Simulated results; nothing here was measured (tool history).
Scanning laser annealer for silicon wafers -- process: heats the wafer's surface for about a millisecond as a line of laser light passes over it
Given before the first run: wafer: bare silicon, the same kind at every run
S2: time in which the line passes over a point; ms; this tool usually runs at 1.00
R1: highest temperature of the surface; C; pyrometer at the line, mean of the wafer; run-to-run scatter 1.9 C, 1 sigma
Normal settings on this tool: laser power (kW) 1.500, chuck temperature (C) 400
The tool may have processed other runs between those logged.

Run 1, hour 0.0: usual settings. Result: R1 1170 C.
Run 2, hour 5.2: usual settings. Result: R1 1173 C.
Run 3, hour 13.5: usual settings. Result: R1 1172 C.
Run 4, hour 19.2: usual settings. Result: R1 1173 C.
Run 5, hour 25.8: usual settings but S2 0.98 ms. Result: R1 1162 C.
Run 6, hour 34.9: usual settings but S2 0.98 ms. Result: R1 1164 C.
Run 7, hour 40.1: usual settings but S2 0.98 ms. Result: R1 1161 C.
Run 8, hour 50.9: usual settings but S2 0.98 ms. Result: R1 1162 C.
Run 9, hour 57.1: usual settings but S2 0.98 ms. Result: R1 1163 C.
Run 10, hour 66.1: usual settings but S2 1.18 ms. Result: R1 1247 C.
Run 11, hour 73.8: usual settings but chuck temperature (C) 386. Result: R1 1153 C.
Run 12, hour 81.6: usual settings but chuck temperature (C) 415. Result: R1 1186 C.
Run 13, hour 92.4: usual settings but chuck temperature (C) 415. Result: R1 1184 C.
Run 14, hour 98.1: usual settings. Result: R1 1166 C.
Run 15, hour 106.0: usual settings. Result: R1 1171 C.
Run 16, hour 111.7: usual settings. Result: R1 1168 C.
Run 17, hour 123.0: usual settings. Result: R1 1170 C.
Run 18, hour 134.1: usual settings but chuck temperature (C) 388. Result: R1 1156 C.
Run 19, hour 143.3: usual settings but chuck temperature (C) 388. Result: R1 1158 C.
Run 20, hour 150.6: usual settings but chuck temperature (C) 388. Result: R1 1155 C.
Run 21, hour 158.0: usual settings but S2 0.70 ms. Result: R1 1026 C.
Run 22, hour 167.7: usual settings but S2 0.70 ms. Result: R1 1026 C.
Run 23, hour 178.0: usual settings but S2 0.81 ms, chuck temperature (C) 414. Result: R1 1096 C.
Run 24, hour 188.8: usual settings but laser power (kW) 1.334, S2 0.84 ms, chuck temperature (C) 370. Result: R1 969 C.
Run 25, hour 199.7: usual settings but laser power (kW) 1.334, S2 0.84 ms, chuck temperature (C) 370. Result: R1 969 C.
Run 26, hour 205.3: usual settings but laser power (kW) 1.483, S2 0.84 ms, chuck temperature (C) 370. Result: R1 1049 C.
Run 27, hour 216.4: usual settings but laser power (kW) 1.394, S2 1.17 ms, chuck temperature (C) 372. Result: R1 1134 C.
Run 28, hour 227.9: usual settings but laser power (kW) 1.394, S2 1.17 ms, chuck temperature (C) 372. Result: R1 1133 C.
Run 29, hour 234.9: usual settings but laser power (kW) 1.394, S2 1.17 ms, chuck temperature (C) 372. Result: R1 1137 C.
Run 30, hour 245.8: usual settings but laser power (kW) 1.394, S2 0.74 ms, chuck temperature (C) 372. Result: R1 959 C.
Run 31, hour 255.9: usual settings but laser power (kW) 1.463, S2 0.95 ms, chuck temperature (C) 406. Result: R1 1123 C.
Run 32, hour 260.7: usual settings but laser power (kW) 1.553, S2 1.02 ms, chuck temperature (C) 406. Result: R1 1213 C.
Run 33, hour 270.4: usual settings but laser power (kW) 1.553, S2 1.02 ms, chuck temperature (C) 406. Result: R1 1207 C.
Run 34, hour 277.7: usual settings but laser power (kW) 1.553, S2 1.02 ms, chuck temperature (C) 406. Result: R1 1208 C.
Run 35, hour 286.9: usual settings but laser power (kW) 1.330, S2 0.73 ms, chuck temperature (C) 437. Result: R1 985 C.
Run 36, hour 297.6: usual settings but laser power (kW) 1.330, S2 0.73 ms, chuck temperature (C) 437. Result: R1 983 C.
Run 37, hour 308.4: usual settings but laser power (kW) 1.308, S2 1.01 ms. Result: R1 1044 C.
Run 38, hour 317.5: usual settings but laser power (kW) 1.616, S2 1.05 ms, chuck temperature (C) 408. Result: R1 1259 C.
Run 39, hour 328.2: usual settings but laser power (kW) 1.493, S2 0.78 ms, chuck temperature (C) 410. Result: R1 1065 C.
Run 40, hour 337.8: usual settings but laser power (kW) 1.318, S2 1.09 ms, chuck temperature (C) 377. Result: R1 1056 C.

Selected run-to-run steps in R1, each split into two signed amounts: the part the tool would show with no hidden state at all (from settings, incoming material and random variation), and the remainder, which goes to the hidden state together with any gauge scatter not common to the measured and the hidden-state-free results:
Hidden state at play: light that passes the window, % of a clean one's; laser's true power over the reading, %; width of the line over the set one, %; drift of the gauge itself on peak_c, C.
Run 34 -> 35: laser power (kW) 1.553 -> 1.330, S2 1.02 -> 0.73, chuck temperature (C) 406 -> 437. R1 -223 C: hidden state +10, all else -233.
Run 37 -> 38: laser power (kW) 1.308 -> 1.616, S2 1.01 -> 1.05, chuck temperature (C) 400 -> 408. R1 +215 C: hidden state -10, all else +225.
Run 38 -> 39: laser power (kW) 1.616 -> 1.493, S2 1.05 -> 0.78, chuck temperature (C) 408 -> 410. R1 -194 C: hidden state +9, all else -203.
